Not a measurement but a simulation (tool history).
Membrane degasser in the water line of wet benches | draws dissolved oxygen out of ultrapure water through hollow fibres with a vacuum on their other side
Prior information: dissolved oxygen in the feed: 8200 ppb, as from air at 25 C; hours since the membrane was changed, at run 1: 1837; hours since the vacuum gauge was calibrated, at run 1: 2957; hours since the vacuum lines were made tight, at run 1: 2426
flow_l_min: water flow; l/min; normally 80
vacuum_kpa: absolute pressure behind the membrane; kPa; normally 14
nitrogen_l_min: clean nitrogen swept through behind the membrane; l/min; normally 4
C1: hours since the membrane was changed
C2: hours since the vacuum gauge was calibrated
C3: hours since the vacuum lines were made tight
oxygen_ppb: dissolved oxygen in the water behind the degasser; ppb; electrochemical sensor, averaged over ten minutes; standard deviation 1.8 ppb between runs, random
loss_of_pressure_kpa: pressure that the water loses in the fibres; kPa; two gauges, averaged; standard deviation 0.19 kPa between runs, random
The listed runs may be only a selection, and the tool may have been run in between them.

Run 1, hour 0: usual settings; C1 1837; C2 2957; C3 2426. Result: oxygen_ppb 471.7 ppb, loss_of_pressure_kpa 37.42 kPa.
Run 2, hour 79.7: usual settings; C1 1917; C2 3037; C3 2506. Result: oxygen_ppb 473.8 ppb, loss_of_pressure_kpa 37.5 kPa.
Run 3, hour 181.9: usual settings; C1 2019; C2 3139; C3 2608. Result: oxygen_ppb 472.8 ppb, loss_of_pressure_kpa 37.46 kPa.
Run 4, hour 271: usual settings; C1 2108; C2 3228; C3 2697. Result: oxygen_ppb 470.6 ppb, loss_of_pressure_kpa 37.19 kPa.
Run 5, hour 402.7: usual settings; C1 2240; C2 3360; C3 2829. Result: oxygen_ppb 471.4 ppb, loss_of_pressure_kpa 37.59 kPa.
Run 6, hour 475.9: usual settings but flow_l_min 114 l/min; C1 2313; C2 3433; C3 2902. Result: oxygen_ppb 643.9 ppb, loss_of_pressure_kpa 53.13 kPa.
Run 7, hour 606.2: usual settings but flow_l_min 114 l/min; C1 2443; C2 3563; C3 3032. Result: oxygen_ppb 645.6 ppb, loss_of_pressure_kpa 53.52 kPa.
Run 8, hour 704.4: usual settings but flow_l_min 97 l/min, nitrogen_l_min 5.17 l/min; C1 2541; C2 3662; C3 3130. Result: oxygen_ppb 458.4 ppb, loss_of_pressure_kpa 45.65 kPa.
Run 9, hour 788.5: usual settings but flow_l_min 122 l/min, vacuum_kpa 11.6 kPa, nitrogen_l_min 1.61 l/min; C1 2626; C2 3746; C3 3215. Result: oxygen_ppb 1031.5 ppb, loss_of_pressure_kpa 57.21 kPa.
Run 10, hour 889.8: usual settings but flow_l_min 67 l/min, vacuum_kpa 18.4 kPa, nitrogen_l_min 8.8 l/min; C1 2727; C2 3847; C3 3316. Result: oxygen_ppb 278.5 ppb, loss_of_pressure_kpa 31.58 kPa.

Forecast each of these 4 alternatives for the next run:
Run A, hour 945.2: usual settings but flow_l_min 74 l/min, vacuum_kpa 18.4 kPa, nitrogen_l_min 8.8 l/min; C1 2782; C2 3902; C3 3371. Result: oxygen_ppb ?, loss_of_pressure_kpa ?.
Run B, hour 945.2: usual settings but flow_l_min 67 l/min, vacuum_kpa 17.6 kPa, nitrogen_l_min 8.8 l/min; C1 2782; C2 3902; C3 3371. Result: oxygen_ppb ?, loss_of_pressure_kpa ?.
Run C, hour 945.2: usual settings but vacuum_kpa 10.2 kPa, nitrogen_l_min 9.18 l/min; C1 2782; C2 3902; C3 3371. Result: oxygen_ppb ?, loss_of_pressure_kpa ?.
Run D, hour 945.2: usual settings but flow_l_min 50 l/min, vacuum_kpa 27 kPa, nitrogen_l_min 1.86 l/min; C1 2782; C2 3902; C3 3371. Result: oxygen_ppb ?, loss_of_pressure_kpa ?.

run  oxygen_ppb  loss_of_pressure_kpa
  A       307.6                  34.8
  B       265.6                 31.53
  C       157.7                 37.55
  D      1218.2                 23.56
With the hidden condition removed and each run's random variation left untouched, the same runs would have given:
run  oxygen_ppb  loss_of_pressure_kpa
  A         305                 34.46
  B       263.3                 31.23
  C       154.9                 37.19
  D      1213.2                 23.33
